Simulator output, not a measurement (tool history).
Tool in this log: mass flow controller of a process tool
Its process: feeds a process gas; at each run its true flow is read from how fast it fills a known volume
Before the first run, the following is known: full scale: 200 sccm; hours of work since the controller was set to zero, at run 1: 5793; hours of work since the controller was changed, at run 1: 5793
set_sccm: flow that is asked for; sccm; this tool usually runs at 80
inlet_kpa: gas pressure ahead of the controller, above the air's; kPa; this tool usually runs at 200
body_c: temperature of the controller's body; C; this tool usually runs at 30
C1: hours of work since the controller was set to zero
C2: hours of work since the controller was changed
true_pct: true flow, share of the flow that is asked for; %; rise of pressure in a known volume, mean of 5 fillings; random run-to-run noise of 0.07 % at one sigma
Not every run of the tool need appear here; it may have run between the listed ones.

run 1 day=0 | set_sccm=80 inlet_kpa=200 body_c=30 | C1=5793 C2=5793 | true_pct=94.53
run 2 day=6.1 | set_sccm=80 inlet_kpa=200 body_c=30 | C1=5859 C2=5859 | true_pct=94.34
run 3 day=18.096 | set_sccm=80 inlet_kpa=200 body_c=30 | C1=5989 C2=5989 | true_pct=94.49
run 4 day=25.433 | set_sccm=80 inlet_kpa=200 body_c=30 | C1=6069 C2=6069 | true_pct=94.28
run 5 day=38.375 | set_sccm=80 inlet_kpa=200 body_c=30 | C1=6209 C2=6209 | true_pct=94.22
run 6 day=49.767 | set_sccm=80 inlet_kpa=200 body_c=30 | C1=6333 C2=6333 | true_pct=94.12
run 7 day=60.775 | set_sccm=80 inlet_kpa=200 body_c=30 | C1=6452 C2=6452 | true_pct=94.13
run 8 day=71.471 | set_sccm=80 inlet_kpa=200 body_c=30 | C1=6568 C2=6568 | true_pct=93.99
run 9 day=84.554 | set_sccm=80 inlet_kpa=200 body_c=30 | C1=6710 C2=6710 | true_pct=93.97
run 10 day=97.575 | set_sccm=80 inlet_kpa=200 body_c=30 | C1=6852 C2=6852 | true_pct=93.86
run 11 day=107.379 | set_sccm=80 inlet_kpa=200 body_c=34 | C1=6958 C2=6958 | true_pct=93.43
run 12 day=116.4 | set_sccm=80 inlet_kpa=200 body_c=37 | C1=7056 C2=7056 | true_pct=93.05
run 13 day=124.629 | set_sccm=80 inlet_kpa=200 body_c=37 | C1=7145 C2=7145 | true_pct=92.94
-- day=131.721 controller's zero set anew
run 14 day=135.633 | set_sccm=80 inlet_kpa=146 body_c=37 | C1=42 C2=7265 | true_pct=92.4
run 15 day=148.071 | set_sccm=80 inlet_kpa=146 body_c=37 | C1=177 C2=7400 | true_pct=92.26
run 16 day=158.4 | set_sccm=80 inlet_kpa=146 body_c=37 | C1=290 C2=7512 | true_pct=92.2
run 17 day=166.35 | set_sccm=80 inlet_kpa=146 body_c=37 | C1=376 C2=7598 | true_pct=92.14
run 18 day=176.217 | set_sccm=80 inlet_kpa=200 body_c=22 | C1=483 C2=7705 | true_pct=93.83
run 19 day=186.65 | set_sccm=80 inlet_kpa=234 body_c=30 | C1=596 C2=7819 | true_pct=92.9
-- day=196.525 controller's zero set anew, once more
run 20 day=197.283 | set_sccm=80 inlet_kpa=234 body_c=30 | C1=8 C2=7934 | true_pct=94.56
run 21 day=204.562 | set_sccm=80 inlet_kpa=145 body_c=30 | C1=87 C2=8013 | true_pct=94.43
run 22 day=213.65 | set_sccm=125 inlet_kpa=232 body_c=22 | C1=186 C2=8111 | true_pct=96.14
run 23 day=224.662 | set_sccm=125 inlet_kpa=220 body_c=22 | C1=305 C2=8231 | true_pct=96.07
run 24 day=233.696 | set_sccm=53 inlet_kpa=220 body_c=37 | C1=404 C2=8329 | true_pct=93.17
run 25 day=245.033 | set_sccm=184 inlet_kpa=200 body_c=37 | C1=527 C2=8452 | true_pct=95.38
run 26 day=251.996 | set_sccm=161 inlet_kpa=246 body_c=27 | C1=602 C2=8528 | true_pct=96.12
run 27 day=261.579 | set_sccm=199 inlet_kpa=190 body_c=36 | C1=706 C2=8632 | true_pct=95.59
run 28 day=273.75 | set_sccm=80 inlet_kpa=221 body_c=23 | C1=838 C2=8764 | true_pct=94.81
run 29 day=283.4 | set_sccm=80 inlet_kpa=200 body_c=30 | C1=943 C2=8869 | true_pct=94.03
run 30 day=289.929 | set_sccm=86 inlet_kpa=208 body_c=21 | C1=1014 C2=8940 | true_pct=95.12
run 31 day=299.033 | set_sccm=120 inlet_kpa=259 body_c=26 | C1=1113 C2=9038 | true_pct=95.35
run 32 day=311.312 | set_sccm=132 inlet_kpa=200 body_c=30 | C1=1246 C2=9172 | true_pct=94.91
run 33 day=322.608 | set_sccm=21 inlet_kpa=200 body_c=30 | C1=1369 C2=9294 | true_pct=92.34
run 34 day=331.288 | set_sccm=24 inlet_kpa=190 body_c=25 | C1=1463 C2=9389 | true_pct=92.91
run 35 day=344.212 | set_sccm=65 inlet_kpa=171 body_c=37 | C1=1603 C2=9529 | true_pct=92.68
run 36 day=352.35 | set_sccm=74 inlet_kpa=189 body_c=30 | C1=1692 C2=9617 | true_pct=93.5
run 37 day=364.575 | set_sccm=22 inlet_kpa=150 body_c=31 | C1=1824 C2=9750 | true_pct=91.72
run 38 day=370.571 | set_sccm=22 inlet_kpa=176 body_c=31 | C1=1889 C2=9815 | true_pct=91.7
run 39 day=382.746 | set_sccm=80 inlet_kpa=179 body_c=31 | C1=2022 C2=9947 | true_pct=93.34
run 40 day=394.308 | set_sccm=80 inlet_kpa=179 body_c=31 | C1=2147 C2=10073 | true_pct=93.24
run 41 day=403.721 | set_sccm=32 inlet_kpa=200 body_c=24 | C1=2249 C2=10175 | true_pct=92.7
run 42 day=414.533 | set_sccm=32 inlet_kpa=200 body_c=24 | C1=2367 C2=10292 | true_pct=92.72

Alternative continuations, all from the tool just after run 42; predict every row:
run A day=422.921 | set_sccm=43 inlet_kpa=179 body_c=24 | C1=2458 C2=10383 | true_pct=?
run B day=422.921 | set_sccm=32 inlet_kpa=143 body_c=24 | C1=2458 C2=10383 | true_pct=?
run C day=422.921 | set_sccm=23 inlet_kpa=239 body_c=30 | C1=2458 C2=10383 | true_pct=?

run=A true_pct=92.88
run=B true_pct=92.41
run=C true_pct=91.44
Had the tool no hidden state, the same runs would have come out as:
run=A true_pct=97.36
run=B true_pct=97.12
run=C true_pct=96.52

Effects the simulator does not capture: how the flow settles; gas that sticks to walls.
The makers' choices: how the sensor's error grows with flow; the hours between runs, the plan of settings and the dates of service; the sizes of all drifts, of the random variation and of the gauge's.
